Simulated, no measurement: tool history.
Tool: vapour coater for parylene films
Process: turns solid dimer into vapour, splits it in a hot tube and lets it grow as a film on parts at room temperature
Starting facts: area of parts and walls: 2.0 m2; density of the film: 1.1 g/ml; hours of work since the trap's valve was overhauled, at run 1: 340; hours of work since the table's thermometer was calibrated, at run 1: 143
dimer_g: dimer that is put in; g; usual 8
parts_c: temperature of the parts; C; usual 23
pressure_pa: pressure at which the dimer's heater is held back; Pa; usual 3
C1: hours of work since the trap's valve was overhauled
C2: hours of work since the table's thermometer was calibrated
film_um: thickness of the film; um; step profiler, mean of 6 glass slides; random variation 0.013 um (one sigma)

Run 1, hour 0: usual settings; C1 340; C2 143. Result: film_um 1.82 um.
Run 2, hour 20: usual settings; C1 349; C2 152. Result: film_um 1.83 um.
Run 3, hour 33.7: usual settings; C1 354; C2 158. Result: film_um 1.84 um.
Run 4, hour 44.2: usual settings; C1 359; C2 162. Result: film_um 1.84 um.
Run 5, hour 58.9: usual settings; C1 365; C2 169. Result: film_um 1.81 um.
Run 6, hour 70.6: usual settings; C1 370; C2 174. Result: film_um 1.82 um.
Run 7, hour 90.6: usual settings but parts_c 32 C, pressure_pa 2.26 Pa; C1 379; C2 182. Result: film_um 1.54 um.
Run 8, hour 104.2: usual settings but dimer_g 7 g, pressure_pa 6.39 Pa; C1 385; C2 188. Result: film_um 1.47 um.
Run 9, hour 123.9: usual settings but dimer_g 7 g, pressure_pa 6.39 Pa; C1 393; C2 196. Result: film_um 1.49 um.
Run 10, hour 134.2: usual settings but parts_c 19 C, pressure_pa 7.4 Pa; C1 397; C2 201. Result: film_um 1.8 um.

Below are 5 alternative next runs, each starting from the tool's condition after run 10. Predict each:
Run A, hour 143.9: usual settings but parts_c 32 C, pressure_pa 8.33 Pa; C1 402; C2 205. Result: film_um ?.
Run B, hour 143.9: usual settings but dimer_g 12 g, parts_c 19 C, pressure_pa 7.4 Pa; C1 402; C2 205. Result: film_um ?.
Run C, hour 143.9: usual settings but parts_c 20 C, pressure_pa 10.46 Pa; C1 402; C2 205. Result: film_um ?.
Run D, hour 143.9: usual settings but dimer_g 3 g, parts_c 16 C, pressure_pa 4.47 Pa; C1 402; C2 205. Result: film_um ?.
Run E, hour 143.9: usual settings but dimer_g 9 g, parts_c 19 C, pressure_pa 7.4 Pa; C1 402; C2 205. Result: film_um ?.

run  film_um
  A     1.32
  B      2.7
  C     1.68
  D     0.76
  E     2.03
Stripped of hidden state, with their random variation kept, the same runs would have yielded:
run  film_um
  A     1.38
  B     2.82
  C     1.76
  D     0.79
  E     2.12
